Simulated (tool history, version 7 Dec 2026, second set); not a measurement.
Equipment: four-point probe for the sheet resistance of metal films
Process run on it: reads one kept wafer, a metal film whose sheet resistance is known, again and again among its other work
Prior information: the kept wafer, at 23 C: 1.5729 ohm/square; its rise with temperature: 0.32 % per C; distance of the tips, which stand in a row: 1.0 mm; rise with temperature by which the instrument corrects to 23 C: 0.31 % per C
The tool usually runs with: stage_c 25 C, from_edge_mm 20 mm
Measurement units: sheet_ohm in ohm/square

| run | hour | stage_c | from_edge_mm | sheet_ohm |
|---|---|---|---|---|
| 1 | 0 | 25 | 20 | 1.565764 |
| 2 | 20.9 | 26 | 20 | 1.565584 |
| 3 | 42.7 | 26 | 20 | 1.565496 |
| 4 | 57.5 | 26 | 20 | 1.565736 |
|  | 61.3 | new probe head fitted |
| 5 | 67.5 | 26 | 20 | 1.577582 |
| 6 | 80.6 | 26 | 20 | 1.576785 |
| 7 | 93.7 | 26 | 20 | 1.576987 |
| 8 | 112.7 | 26 | 7 | 1.59233 |
| 9 | 130.5 | 26 | 7 | 1.591917 |
| 10 | 145.6 | 26 | 7 | 1.591892 |
| 11 | 164.7 | 26 | 6 | 1.598331 |
| 12 | 186.5 | 26 | 6 | 1.597718 |
|  | 188.2 | stage's thermometer calibrated |
| 13 | 204.8 | 26 | 6 | 1.597751 |
| 14 | 223.7 | 26 | 6 | 1.597631 |
|  | 235.9 | stage's thermometer calibrated, once more |
| 15 | 241.1 | 26 | 6 | 1.598366 |
| 16 | 258.4 | 25 | 20 | 1.576458 |
| 17 | 272.8 | 25 | 20 | 1.576499 |
| 18 | 283.6 | 25 | 20 | 1.576499 |
| 19 | 305.4 | 25 | 20 | 1.576733 |
| 20 | 320.9 | 25 | 20 | 1.576922 |
| 21 | 333.6 | 25 | 20 | 1.576751 |
| 22 | 355.5 | 24 | 20 | 1.57635 |
| 23 | 369.6 | 33 | 20 | 1.577777 |
| 24 | 391.5 | 33 | 20 | 1.577406 |
| 25 | 407.3 | 23 | 26 | 1.574974 |
| 26 | 429.6 | 23 | 26 | 1.574309 |
| 27 | 442.6 | 23 | 26 | 1.574566 |
| 28 | 464.4 | 23 | 26 | 1.574424 |
| 29 | 479.1 | 28 | 31 | 1.575274 |
| 30 | 491.8 | 25 | 3 | 1.661799 |
| 31 | 509.2 | 21 | 6 | 1.595938 |
| 32 | 523.2 | 26 | 37 | 1.574095 |
| 33 | 542.7 | 33 | 6 | 1.598044 |
| 34 | 552 | 27 | 10 | 1.582088 |
| 35 | 574.6 | 23 | 72 | 1.573138 |
| 36 | 587.1 | 29 | 37 | 1.574992 |
| 37 | 600 | 29 | 37 | 1.57464 |
| 38 | 621.7 | 29 | 37 | 1.574012 |
| 39 | 641.4 | 29 | 37 | 1.574079 |
| 40 | 655.5 | 26 | 30 | 1.574363 |
| 41 | 677.2 | 21 | 12 | 1.577547 |
| 42 | 696.6 | 21 | 28 | 1.572812 |
| 43 | 719.1 | 21 | 28 | 1.572748 |
| 44 | 734.9 | 24 | 12 | 1.577977 |

Each row is a separate what-if for the run after 44, all from the same tool condition, not one after another. Results?
| A | 751.4 | 32 | 51 | ? |
| B | 751.4 | 19 | 9 | ? |
| C | 751.4 | 24 | 7 | ? |
| D | 751.4 | 35 | 28 | ? |

| run | sheet_ohm |
|---|---|
| A | 1.573679 |
| B | 1.581879 |
| C | 1.589286 |
| D | 1.575582 |
Had the tool no hidden state, the same runs would have come out as:
| run | sheet_ohm |
|---|---|
| A | 1.574431 |
| B | 1.582635 |
| C | 1.590045 |
| D | 1.576335 |
